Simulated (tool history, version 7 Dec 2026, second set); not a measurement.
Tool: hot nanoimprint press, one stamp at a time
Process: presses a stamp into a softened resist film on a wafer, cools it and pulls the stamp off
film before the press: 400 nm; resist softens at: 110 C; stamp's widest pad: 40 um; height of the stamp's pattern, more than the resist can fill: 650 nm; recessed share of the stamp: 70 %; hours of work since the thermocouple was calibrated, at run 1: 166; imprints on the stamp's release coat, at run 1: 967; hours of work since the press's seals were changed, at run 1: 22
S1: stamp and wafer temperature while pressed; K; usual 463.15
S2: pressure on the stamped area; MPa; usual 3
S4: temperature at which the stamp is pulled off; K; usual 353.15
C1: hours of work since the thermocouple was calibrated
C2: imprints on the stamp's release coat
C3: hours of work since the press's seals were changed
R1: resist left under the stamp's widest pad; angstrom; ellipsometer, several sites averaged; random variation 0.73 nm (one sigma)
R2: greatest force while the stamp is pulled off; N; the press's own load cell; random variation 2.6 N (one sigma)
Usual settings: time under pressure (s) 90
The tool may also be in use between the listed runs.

Run 1, day 0: usual settings; C1 166; C2 967; C3 22. Result: R1 2022 angstrom, R2 146 N.
At day 0.275: stamp cleaned and given a new release coat.
Run 2, day 0.529: usual settings; C1 170; C2 14; C3 25. Result: R1 2006 angstrom, R2 116 N.
Run 3, day 0.921: usual settings; C1 174; C2 35; C3 30. Result: R1 2012 angstrom, R2 118 N.
Run 4, day 1.292: usual settings; C1 179; C2 56; C3 34. Result: R1 2016 angstrom, R2 119 N.
Run 5, day 1.458: usual settings; C1 181; C2 65; C3 36. Result: R1 2007 angstrom, R2 120 N.
Run 6, day 1.692: usual settings; C1 184; C2 78; C3 39. Result: R1 2017 angstrom, R2 122 N.
Run 7, day 1.908: usual settings; C1 186; C2 90; C3 42. Result: R1 2011 angstrom, R2 122 N.
Run 8, day 2.138: usual settings; C1 189; C2 103; C3 45. Result: R1 2013 angstrom, R2 122 N.
Run 9, day 2.342: usual settings; C1 192; C2 114; C3 47. Result: R1 2008 angstrom, R2 120 N.
Run 10, day 2.583: usual settings; C1 195; C2 127; C3 50. Result: R1 1997 angstrom, R2 120 N.
Run 11, day 2.858: usual settings; C1 198; C2 142; C3 54. Result: R1 2005 angstrom, R2 128 N.
Run 12, day 3.146: usual settings; C1 201; C2 158; C3 57. Result: R1 2005 angstrom, R2 126 N.
Run 13, day 3.462: usual settings but S2 2.33 MPa; C1 205; C2 176; C3 61. Result: R1 2248 angstrom, R2 119 N.
Run 14, day 3.688: usual settings but time under pressure (s) 174; C1 208; C2 188; C3 64. Result: R1 1574 angstrom, R2 124 N.
Run 15, day 3.967: usual settings but time under pressure (s) 174; C1 211; C2 203; C3 67. Result: R1 1588 angstrom, R2 122 N.
Run 16, day 4.342: usual settings but S2 4.16 MPa, S4 346.15 K; C1 216; C2 224; C3 72. Result: R1 1725 angstrom, R2 130 N.
Run 17, day 4.533: usual settings but S1 455.15 K, time under pressure (s) 68; C1 218; C2 235; C3 74. Result: R1 2650 angstrom, R2 130 N.
At day 4.692: plate thermocouple calibrated.
Run 18, day 5.042: usual settings but S1 455.15 K, time under pressure (s) 68; C1 4; C2 256; C3 79. Result: R1 2626 angstrom, R2 129 N.
Run 19, day 5.379: usual settings but S1 455.15 K, time under pressure (s) 68, S4 345.15 K; C1 8; C2 275; C3 83. Result: R1 2631 angstrom, R2 136 N.
Run 20, day 5.712: usual settings but S4 344.15 K; C1 12; C2 293; C3 87. Result: R1 1977 angstrom, R2 141 N.
Run 21, day 6.042: usual settings but S2 4.35 MPa, time under pressure (s) 93; C1 16; C2 311; C3 91. Result: R1 1664 angstrom, R2 128 N.
At day 6.254: plate thermocouple calibrated, once more.
Run 22, day 6.338: usual settings but S2 2.58 MPa, time under pressure (s) 142; C1 1; C2 321; C3 93. Result: R1 1870 angstrom, R2 129 N.
Run 23, day 6.662: usual settings but S2 2.58 MPa, time under pressure (s) 142; C1 5; C2 339; C3 97. Result: R1 1864 angstrom, R2 130 N.
Run 24, day 6.896: usual settings but S2 2.58 MPa, time under pressure (s) 142; C1 8; C2 352; C3 100. Result: R1 1861 angstrom, R2 130 N.
Run 25, day 7.133: usual settings but S1 467.15 K, S2 2.33 MPa, time under pressure (s) 101, S4 360.15 K; C1 11; C2 365; C3 103. Result: R1 1975 angstrom, R2 123 N.
Run 26, day 7.308: usual settings but S1 472.15 K; C1 13; C2 374; C3 105. Result: R1 1625 angstrom, R2 133 N.
Run 27, day 7.633: usual settings but S1 474.15 K, S2 2.94 MPa, time under pressure (s) 52; C1 17; C2 392; C3 109. Result: R1 1907 angstrom, R2 136 N.
Run 28, day 8.025: usual settings but S1 465.15 K, S2 3.44 MPa, time under pressure (s) 105, S4 350.15 K; C1 22; C2 414; C3 113. Result: R1 1708 angstrom, R2 131 N.
Run 29, day 8.242: usual settings but S1 465.15 K, S2 3.44 MPa, time under pressure (s) 105, S4 350.15 K; C1 24; C2 426; C3 116. Result: R1 1711 angstrom, R2 135 N.

Run 30 comes next. What will it give?
Run 30, day 8.454: usual settings but S1 465.15 K, S2 4.07 MPa, time under pressure (s) 105, S4 350.15 K; C1 27; C2 438; C3 119. Result: R1 ?, R2 ?.

R1: 1577 angstrom
R2: 140 N
Without the tool's hidden state the same run would have given R1 1571 angstrom, R2 126 N.
